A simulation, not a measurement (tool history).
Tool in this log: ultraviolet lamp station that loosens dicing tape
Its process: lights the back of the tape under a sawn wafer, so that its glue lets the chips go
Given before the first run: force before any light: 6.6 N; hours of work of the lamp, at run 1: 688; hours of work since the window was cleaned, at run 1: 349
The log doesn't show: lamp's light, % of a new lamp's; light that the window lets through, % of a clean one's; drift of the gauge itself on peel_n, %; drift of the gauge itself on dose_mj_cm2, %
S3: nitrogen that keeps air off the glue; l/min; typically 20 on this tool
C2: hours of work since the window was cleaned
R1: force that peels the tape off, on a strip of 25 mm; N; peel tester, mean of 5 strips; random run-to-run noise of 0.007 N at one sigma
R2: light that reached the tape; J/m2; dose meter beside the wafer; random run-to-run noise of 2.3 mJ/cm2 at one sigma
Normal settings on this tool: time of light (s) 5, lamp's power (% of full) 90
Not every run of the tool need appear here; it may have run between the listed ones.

Run 1, day 0.000: usual settings; hours of work of the lamp 688; C2 349. Result: R1 0.420 N, R2 1790 J/m2.
Run 2, day 2.350: usual settings; hours of work of the lamp 733; C2 394. Result: R1 0.402 N, R2 1770 J/m2.
Run 3, day 5.475: usual settings; hours of work of the lamp 792; C2 453. Result: R1 0.426 N, R2 1700 J/m2.
Run 4, day 8.892: usual settings; hours of work of the lamp 857; C2 518. Result: R1 0.493 N, R2 1650 J/m2.
Run 5, day 11.792: usual settings; hours of work of the lamp 913; C2 574. Result: R1 0.472 N, R2 1600 J/m2.
At day 12.854: lamp changed.
Run 6, day 14.021: usual settings but lamp's power (% of full) 69; hours of work of the lamp 22; C2 616. Result: R1 0.489 N, R2 1610 J/m2.
At day 15.333: window cleaned of glue's vapour.
Run 7, day 17.400: usual settings but lamp's power (% of full) 69; hours of work of the lamp 86; C2 39. Result: R1 0.437 N, R2 1770 J/m2.
Run 8, day 20.621: usual settings but lamp's power (% of full) 69, S3 27 l/min; hours of work of the lamp 148; C2 101. Result: R1 0.372 N, R2 1650 J/m2.
Run 9, day 23.125: usual settings but lamp's power (% of full) 69, S3 27 l/min; hours of work of the lamp 196; C2 149. Result: R1 0.394 N, R2 1700 J/m2.
Run 10, day 25.917: usual settings but lamp's power (% of full) 69, S3 27 l/min; hours of work of the lamp 249; C2 202. Result: R1 0.423 N, R2 1590 J/m2.
Run 11, day 29.350: usual settings but lamp's power (% of full) 69, S3 27 l/min; hours of work of the lamp 315; C2 268. Result: R1 0.449 N, R2 1510 J/m2.
Run 12, day 31.654: usual settings but lamp's power (% of full) 69, S3 27 l/min; hours of work of the lamp 359; C2 312. Result: R1 0.465 N, R2 1560 J/m2.
Run 13, day 34.288: usual settings but S3 9 l/min; hours of work of the lamp 409; C2 362. Result: R1 0.501 N, R2 1930 J/m2.
Run 14, day 35.879: usual settings but S3 9 l/min; hours of work of the lamp 439; C2 392. Result: R1 0.508 N, R2 1900 J/m2.
Run 15, day 38.896: usual settings but S3 9 l/min; hours of work of the lamp 497; C2 450. Result: R1 0.546 N, R2 1880 J/m2.
Run 16, day 42.429: usual settings but time of light (s) 3, S3 9 l/min; hours of work of the lamp 564; C2 517. Result: R1 1.429 N, R2 1080 J/m2.
Run 17, day 44.542: usual settings but time of light (s) 3, S3 9 l/min; hours of work of the lamp 605; C2 558. Result: R1 1.423 N, R2 1090 J/m2.
Run 18, day 46.812: usual settings but time of light (s) 3, S3 9 l/min; hours of work of the lamp 648; C2 601. Result: R1 1.431 N, R2 1050 J/m2.
At day 48.796: window cleaned of glue's vapour.
Run 19, day 50.008: usual settings but time of light (s) 3, S3 9 l/min; hours of work of the lamp 709; C2 23. Result: R1 1.320 N, R2 1120 J/m2.
Run 20, day 53.304: usual settings; hours of work of the lamp 772; C2 86. Result: R1 0.387 N, R2 1780 J/m2.
Run 21, day 55.821: usual settings; hours of work of the lamp 820; C2 134. Result: R1 0.396 N, R2 1720 J/m2.
Run 22, day 58.525: usual settings but time of light (s) 9, lamp's power (% of full) 82, S3 23 l/min; hours of work of the lamp 871; C2 186. Result: R1 0.194 N, R2 2820 J/m2.
Run 23, day 61.108: usual settings but lamp's power (% of full) 84, S3 12 l/min; hours of work of the lamp 921; C2 235. Result: R1 0.644 N, R2 1570 J/m2.
At day 61.712: lamp changed.
Run 24, day 64.188: usual settings but lamp's power (% of full) 84, S3 12 l/min; hours of work of the lamp 47; C2 293. Result: R1 0.393 N, R2 2000 J/m2.
Run 25, day 67.262: usual settings but lamp's power (% of full) 84, S3 12 l/min; hours of work of the lamp 106; C2 352. Result: R1 0.410 N, R2 1940 J/m2.
Run 26, day 70.804: usual settings but lamp's power (% of full) 92; hours of work of the lamp 174; C2 419. Result: R1 0.308 N, R2 2120 J/m2.
Run 27, day 73.558: usual settings but lamp's power (% of full) 88, S3 17 l/min; hours of work of the lamp 226; C2 472. Result: R1 0.351 N, R2 1950 J/m2.
Run 28, day 76.529: usual settings but lamp's power (% of full) 88, S3 17 l/min; hours of work of the lamp 283; C2 529. Result: R1 0.356 N, R2 1920 J/m2.
Run 29, day 78.704: usual settings but time of light (s) 3, lamp's power (% of full) 74, S3 33 l/min; hours of work of the lamp 324; C2 570. Result: R1 1.037 N, R2 940 J/m2.
Run 30, day 80.462: usual settings but time of light (s) 3, lamp's power (% of full) 74, S3 33 l/min; hours of work of the lamp 358; C2 604. Result: R1 1.095 N, R2 950 J/m2.
At day 82.421: window cleaned of glue's vapour.
Run 31, day 83.175: usual settings but time of light (s) 3, S3 31 l/min; hours of work of the lamp 409; C2 14. Result: R1 0.654 N, R2 1220 J/m2.
Run 32, day 85.196: usual settings but time of light (s) 3, S3 31 l/min; hours of work of the lamp 448; C2 53. Result: R1 0.691 N, R2 1180 J/m2.
Run 33, day 88.804: usual settings but time of light (s) 3, S3 31 l/min; hours of work of the lamp 517; C2 122. Result: R1 0.732 N, R2 1170 J/m2.
Run 34, day 90.629: usual settings but time of light (s) 2, lamp's power (% of full) 63, S3 26 l/min; hours of work of the lamp 552; C2 157. Result: R1 2.299 N, R2 550 J/m2.
Run 35, day 92.921: usual settings but time of light (s) 2, lamp's power (% of full) 63, S3 26 l/min; hours of work of the lamp 596; C2 201. Result: R1 2.349 N, R2 530 J/m2.
Run 36, day 94.433: usual settings but lamp's power (% of full) 93, S3 10 l/min; hours of work of the lamp 624; C2 229. Result: R1 0.480 N, R2 1910 J/m2.
Run 37, day 97.800: usual settings but lamp's power (% of full) 89, S3 30 l/min; hours of work of the lamp 689; C2 294. Result: R1 0.326 N, R2 1760 J/m2.
Run 38, day 101.046: usual settings but time of light (s) 2; hours of work of the lamp 751; C2 356. Result: R1 1.868 N, R2 690 J/m2.
Run 39, day 102.833: usual settings but lamp's power (% of full) 67, S3 21 l/min; hours of work of the lamp 785; C2 390. Result: R1 0.703 N, R2 1290 J/m2.

What does the tool deliver on the next run?
Run 40, day 104.896: usual settings but time of light (s) 2, lamp's power (% of full) 67, S3 28 l/min; hours of work of the lamp 824; C2 429. Result: R1 ?, R2 ?.

R1: 2.484 N
R2: 460 J/m2
The same run, on a tool lacking any hidden state, would have yielded R1 1.745 N, R2 650 J/m2.
